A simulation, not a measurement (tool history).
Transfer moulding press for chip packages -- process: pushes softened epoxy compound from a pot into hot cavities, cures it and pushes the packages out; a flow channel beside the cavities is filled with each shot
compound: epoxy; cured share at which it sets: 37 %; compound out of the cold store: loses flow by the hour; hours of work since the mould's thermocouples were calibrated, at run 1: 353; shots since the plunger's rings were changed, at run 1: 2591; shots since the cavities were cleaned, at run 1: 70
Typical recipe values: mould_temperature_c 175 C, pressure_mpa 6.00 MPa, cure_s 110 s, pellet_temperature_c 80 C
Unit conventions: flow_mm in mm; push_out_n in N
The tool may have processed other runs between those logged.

| run | day | mould_temperature_c | pressure_mpa | cure_s | pellet_temperature_c | hours of work since the mould's thermocouples were calibrated | shots since the plunger's rings were changed | shots since the cavities were cleaned | incoming compound's hours out of the cold store | flow_mm | push_out_n |
|---|---|---|---|---|---|---|---|---|---|---|---|
| 1 | 0.000 | 175 | 6.00 | 110 | 80 | 353 | 2591 | 70 | 32.8 | 620 | 467 |
| 2 | 0.867 | 175 | 6.00 | 110 | 80 | 366 | 2799 | 278 | 43.0 | 594 | 461 |
| 3 | 1.371 | 175 | 6.00 | 110 | 80 | 373 | 2919 | 398 | 31.0 | 624 | 470 |
| 4 | 1.975 | 175 | 6.00 | 110 | 80 | 382 | 3064 | 543 | 16.5 | 675 | 487 |
|  | 2.512 | plunger's sealing rings changed |
| 5 | 2.842 | 175 | 6.00 | 110 | 75 | 393 | 78 | 726 | 42.1 | 597 | 477 |
| 6 | 3.696 | 175 | 6.00 | 96 | 75 | 405 | 282 | 930 | 41.9 | 598 | 543 |
|  | 4.196 | cavities cleaned with cleaning compound and waxed |
| 7 | 4.304 | 175 | 6.00 | 96 | 75 | 413 | 414 | 27 | 43.0 | 591 | 558 |
| 8 | 4.871 | 175 | 6.00 | 96 | 75 | 421 | 549 | 162 | 12.8 | 682 | 579 |
| 9 | 5.596 | 176 | 6.00 | 110 | 80 | 432 | 723 | 336 | 14.4 | 678 | 472 |
| 10 | 6.479 | 176 | 6.00 | 110 | 80 | 445 | 935 | 548 | 25.6 | 636 | 467 |
| 11 | 7.033 | 176 | 6.00 | 110 | 80 | 453 | 1067 | 680 | 30.3 | 624 | 467 |
| 12 | 7.967 | 175 | 6.00 | 110 | 84 | 466 | 1291 | 904 | 10.7 | 687 | 486 |
|  | 8.638 | cavities cleaned with cleaning compound and waxed |
| 13 | 8.812 | 175 | 6.00 | 97 | 80 | 478 | 1478 | 42 | 11.4 | 692 | 582 |
| 14 | 9.446 | 175 | 6.00 | 97 | 80 | 487 | 1630 | 194 | 40.7 | 603 | 528 |
| 15 | 9.996 | 175 | 6.00 | 104 | 85 | 495 | 1762 | 326 | 14.1 | 674 | 489 |
| 16 | 10.958 | 176 | 5.46 | 103 | 87 | 509 | 1992 | 556 | 30.5 | 592 | 463 |
| 17 | 11.600 | 175 | 6.00 | 99 | 71 | 518 | 2146 | 710 | 43.1 | 604 | 510 |
| 18 | 12.567 | 175 | 6.00 | 99 | 71 | 532 | 2377 | 941 | 22.9 | 650 | 557 |
|  | 13.004 | cavities cleaned with cleaning compound and waxed |
| 19 | 13.067 | 175 | 6.00 | 99 | 71 | 539 | 2483 | 16 | 34.8 | 625 | 560 |
| 20 | 13.721 | 177 | 5.41 | 99 | 71 | 548 | 2639 | 172 | 25.2 | 602 | 490 |
| 21 | 14.112 | 177 | 5.41 | 99 | 71 | 554 | 2732 | 265 | 9.9 | 654 | 524 |
| 22 | 14.862 | 175 | 6.00 | 134 | 80 | 565 | 2913 | 446 | 37.7 | 613 | 421 |

Here are 4 independent what-if runs from the current tool condition. What would each one return?
| A | 15.675 | 175 | 4.54 | 110 | 80 | 577 | 3107 | 640 | 35.0 | ? | ? |
| B | 15.675 | 175 | 6.50 | 93 | 77 | 577 | 3107 | 640 | 16.8 | ? | ? |
| C | 15.675 | 181 | 6.00 | 148 | 77 | 577 | 3107 | 640 | 21.8 | ? | ? |
| D | 15.675 | 175 | 5.64 | 134 | 80 | 577 | 3107 | 640 | 9.1 | ? | ? |

| run | flow_mm | push_out_n |
|---|---|---|
| A | 537 | 489 |
| B | 704 | 626 |
| C | 639 | 438 |
| D | 673 | 448 |
With the hidden condition removed and each run's random variation left untouched, the same runs would have given:
| run | flow_mm | push_out_n |
|---|---|---|
| A | 538 | 486 |
| B | 704 | 622 |
| C | 639 | 434 |
| D | 674 | 445 |

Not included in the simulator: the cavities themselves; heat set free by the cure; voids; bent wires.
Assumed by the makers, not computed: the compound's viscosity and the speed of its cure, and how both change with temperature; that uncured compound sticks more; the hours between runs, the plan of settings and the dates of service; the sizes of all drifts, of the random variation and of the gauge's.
